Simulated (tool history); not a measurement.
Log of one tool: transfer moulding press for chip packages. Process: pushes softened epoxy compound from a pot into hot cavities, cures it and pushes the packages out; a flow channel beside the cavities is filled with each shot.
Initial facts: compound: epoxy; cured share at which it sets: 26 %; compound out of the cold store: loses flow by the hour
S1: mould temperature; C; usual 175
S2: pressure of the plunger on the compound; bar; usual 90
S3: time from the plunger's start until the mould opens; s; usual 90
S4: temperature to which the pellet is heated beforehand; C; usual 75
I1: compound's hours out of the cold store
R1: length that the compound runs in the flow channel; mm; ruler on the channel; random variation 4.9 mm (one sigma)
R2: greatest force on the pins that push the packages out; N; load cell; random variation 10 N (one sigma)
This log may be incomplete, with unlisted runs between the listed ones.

Run 1, hour 0: usual settings; I1 36.7. Result: R1 752 mm, R2 473 N.
Run 2, hour 12.5: usual settings; I1 31.5. Result: R1 782 mm, R2 460 N.
Run 3, hour 18.2: usual settings; I1 9.2. Result: R1 915 mm, R2 487 N.
Run 4, hour 25.4: usual settings but S4 70 C; I1 46.8. Result: R1 714 mm, R2 452 N.
Run 5, hour 35.7: usual settings but S2 88.1 bar, S4 70 C; I1 44.2. Result: R1 715 mm, R2 453 N.
At hour 46.5: mould's thermocouples calibrated.
Run 6, hour 48.5: usual settings but S2 88.1 bar, S4 70 C; I1 37.4. Result: R1 745 mm, R2 491 N.
At hour 59.5: cavities cleaned with cleaning compound and waxed.
Run 7, hour 59.9: usual settings; I1 20.7. Result: R1 848 mm, R2 466 N.
Run 8, hour 68: usual settings; I1 27.6. Result: R1 815 mm, R2 477 N.
Run 9, hour 80.4: usual settings; I1 35.9. Result: R1 772 mm, R2 469 N.
Run 10, hour 88.9: usual settings but S3 121 s, S4 69 C; I1 37.7. Result: R1 757 mm, R2 438 N.
Run 11, hour 99.7: usual settings but S3 121 s, S4 69 C; I1 24.3. Result: R1 816 mm, R2 445 N.
Run 12, hour 108: usual settings but S3 121 s, S4 69 C; I1 37.9. Result: R1 751 mm, R2 434 N.
At hour 116.5: cavities cleaned with cleaning compound and waxed.
Run 13, hour 119.4: usual settings but S3 126 s; I1 43.2. Result: R1 721 mm, R2 427 N.

Alternative continuations, all from the tool just after run 13; predict every row:
Run A, hour 132: usual settings but S2 89.4 bar, S4 80 C; I1 21. Result: R1 ?, R2 ?.
Run B, hour 132: usual settings but S3 85 s; I1 18.7. Result: R1 ?, R2 ?.
Run C, hour 132: usual settings but S1 170 C, S2 105 bar, S3 126 s; I1 14.5. Result: R1 ?, R2 ?.

run   R1   R2
  A  831  470
  B  861  503
  C  962  427
With the hidden condition removed and each run's random variation left untouched, the same runs would have given:
run   R1   R2
  A  831  466
  B  862  499
  C  962  424
